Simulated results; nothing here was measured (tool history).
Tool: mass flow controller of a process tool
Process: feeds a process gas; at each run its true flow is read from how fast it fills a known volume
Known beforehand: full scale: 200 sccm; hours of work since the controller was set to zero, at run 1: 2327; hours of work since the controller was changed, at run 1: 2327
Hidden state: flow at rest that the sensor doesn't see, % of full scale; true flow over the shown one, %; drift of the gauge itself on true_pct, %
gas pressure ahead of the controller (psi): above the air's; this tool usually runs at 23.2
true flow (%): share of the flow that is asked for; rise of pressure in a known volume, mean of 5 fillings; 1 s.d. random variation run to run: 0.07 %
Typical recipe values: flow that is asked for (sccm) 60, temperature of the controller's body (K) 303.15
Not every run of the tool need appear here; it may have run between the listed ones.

| run | hour | flow that is asked for (sccm) | gas pressure ahead of the controller (psi) | temperature of the controller's body (K) | hours of work since the controller was set to zero | hours of work since the controller was changed | true flow (%) |
|---|---|---|---|---|---|---|---|
| 1 | 0 | 60 | 23.2 | 303.15 | 2327 | 2327 | 96.27 |
| 2 | 311.8 | 60 | 35.2 | 303.15 | 2514 | 2514 | 95.65 |
| 3 | 802.5 | 60 | 35.2 | 303.15 | 2808 | 2808 | 95.49 |
| 4 | 1253 | 33 | 35.2 | 303.15 | 3078 | 3078 | 93.36 |
| 5 | 1605.7 | 33 | 35.2 | 303.15 | 3289 | 3289 | 93.23 |
| 6 | 2053.9 | 33 | 24.5 | 303.15 | 3558 | 3558 | 93.25 |
| 7 | 2582.9 | 33 | 24.5 | 303.15 | 3874 | 3874 | 92.8 |
| 8 | 3135.1 | 60 | 23.2 | 303.15 | 4205 | 4205 | 94.95 |
| 9 | 3384.5 | 60 | 23.2 | 303.15 | 4355 | 4355 | 94.86 |
| 10 | 3711.5 | 118 | 23.2 | 303.15 | 4550 | 4550 | 96.84 |
| 11 | 4232.1 | 118 | 23.2 | 303.15 | 4862 | 4862 | 96.54 |
| 12 | 4795.8 | 118 | 23.2 | 303.15 | 5200 | 5200 | 96.55 |
| 13 | 5372 | 118 | 23.2 | 303.15 | 5545 | 5545 | 96.33 |
| 14 | 5697.5 | 118 | 23.2 | 303.15 | 5740 | 5740 | 96.06 |
| 15 | 6175.1 | 118 | 23.2 | 303.15 | 6026 | 6026 | 96.21 |
| 16 | 6530.8 | 60 | 23.2 | 303.15 | 6239 | 6239 | 93.34 |
| 17 | 6889.9 | 60 | 23.2 | 303.15 | 6454 | 6454 | 93.21 |
| 18 | 7335.2 | 60 | 23.2 | 303.15 | 6721 | 6721 | 93.15 |
| 19 | 7573.8 | 60 | 23.2 | 303.15 | 6864 | 6864 | 92.95 |
|  | 7665.5 | controller's zero set anew |
| 20 | 7821.9 | 60 | 23.2 | 295.15 | 94 | 7012 | 97.29 |
| 21 | 8329.4 | 60 | 23.2 | 295.15 | 398 | 7316 | 97.26 |
| 22 | 8731.3 | 60 | 23.2 | 303.15 | 638 | 7557 | 96.58 |
| 23 | 9213.1 | 28 | 23.2 | 303.15 | 927 | 7845 | 95.48 |
| 24 | 9623.2 | 60 | 23.2 | 295.15 | 1173 | 8091 | 96.55 |
| 25 | 9925.9 | 60 | 23.2 | 295.15 | 1354 | 8272 | 96.4 |
| 26 | 10175.1 | 60 | 23.2 | 296.15 | 1503 | 8421 | 96.32 |
| 27 | 10654.5 | 60 | 23.2 | 296.15 | 1790 | 8708 | 96.07 |
| 28 | 11221 | 40 | 23.2 | 309.15 | 2130 | 9048 | 94.39 |
| 29 | 11478.8 | 23 | 23.2 | 301.15 | 2284 | 9202 | 92.63 |
| 30 | 11833.4 | 23 | 23.2 | 301.15 | 2496 | 9415 | 92.36 |
| 31 | 12119.9 | 60 | 23.2 | 297.15 | 2668 | 9586 | 95.4 |
| 32 | 12415.4 | 60 | 23.2 | 296.15 | 2845 | 9763 | 95.32 |
| 33 | 12826.1 | 174 | 23.2 | 302.15 | 3091 | 10009 | 97.56 |
|  | 12939.5 | controller exchanged for a calibrated one |
| 34 | 13125.1 | 36 | 32.3 | 300.15 | 111 | 111 | 97.13 |
| 35 | 13674.2 | 36 | 32.3 | 300.15 | 440 | 440 | 96.8 |
| 36 | 14102 | 143 | 23.2 | 294.15 | 696 | 696 | 99.06 |
| 37 | 14678.4 | 172 | 30.7 | 293.15 | 1041 | 1041 | 99.11 |
| 38 | 15090.2 | 82 | 23.2 | 293.15 | 1288 | 1288 | 97.77 |
| 39 | 15585.1 | 91 | 23.2 | 307.15 | 1585 | 1585 | 97.36 |
| 40 | 16122.4 | 91 | 23.2 | 307.15 | 1906 | 1906 | 97.09 |
| 41 | 16599.8 | 60 | 23.2 | 310.15 | 2192 | 2192 | 95.95 |
| 42 | 17022.5 | 80 | 27.1 | 309.15 | 2445 | 2445 | 96.44 |
| 43 | 17325.2 | 80 | 27.1 | 309.15 | 2627 | 2627 | 96.21 |
| 44 | 17659.8 | 80 | 27.1 | 309.15 | 2827 | 2827 | 96.12 |
| 45 | 18138.6 | 80 | 27.1 | 309.15 | 3114 | 3114 | 95.77 |
| 46 | 18396.8 | 85 | 23.2 | 303.15 | 3269 | 3269 | 96.27 |
| 47 | 18931.1 | 85 | 23.2 | 303.15 | 3589 | 3589 | 96.25 |

Alternative continuations, all from the tool just after run 47; predict every row:
| A | 19180.2 | 99 | 33.2 | 299.15 | 3738 | 3738 | ? |
| B | 19180.2 | 110 | 22.5 | 303.15 | 3738 | 3738 | ? |
| C | 19180.2 | 60 | 36.5 | 309.15 | 3738 | 3738 | ? |
| D | 19180.2 | 105 | 33.5 | 303.15 | 3738 | 3738 | ? |

| run | true flow (%) |
|---|---|
| A | 96.19 |
| B | 96.88 |
| C | 94.35 |
| D | 96.26 |
Without the tool's hidden state the same runs would have given:
| run | true flow (%) |
|---|---|
| A | 98.44 |
| B | 98.99 |
| C | 97.54 |
| D | 98.43 |
